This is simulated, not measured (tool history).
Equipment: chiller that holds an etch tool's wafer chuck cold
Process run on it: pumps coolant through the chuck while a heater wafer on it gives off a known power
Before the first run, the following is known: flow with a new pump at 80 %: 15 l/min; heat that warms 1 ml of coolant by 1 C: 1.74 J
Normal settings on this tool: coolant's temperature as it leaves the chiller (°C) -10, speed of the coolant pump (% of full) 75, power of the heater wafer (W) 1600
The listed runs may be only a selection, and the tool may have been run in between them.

run     day  coolant's temperature as it leaves the chiller (°C)  speed of the coolant pump (% of full)  power of the heater wafer (W)  chuck's temperature once it has settled (°C)  how much warmer the coolant comes back (C)
  1       0                                                  -10                                     75                           1600                                           7.1                                        4.08
  2   1.333                                                  -12                                     75                           1600                                           5.1                                        4.03
  3   2.788                                                  -20                                     75                           1600                                          -2.9                                        4.03
  4   4.012                                                  -20                                     75                           1600                                            -3                                        4.05
  5   6.621                                                  -20                                     75                           1600                                          -2.8                                        4.08
  6   8.875                                                  -20                                     75                           1600                                          -2.8                                        4.07
  7  11.446                                                  -20                                     75                           1600                                          -2.9                                        4.06
  8    13.7                                                  -20                                     75                           1600                                          -2.7                                        4.12

Run 9 has not been measured yet. What should we expect?
     14.062  -- coolant pump overhauled
  9  15.988                                                  -18                                     76                            882                                             ?                                           ?

chuck's temperature once it has settled (°C): -8.2
how much warmer the coolant comes back (C): 2.22
With no hidden state in the tool, this same run would have given chuck's temperature once it has settled (°C) -8.9, how much warmer the coolant comes back (C) 2.06.
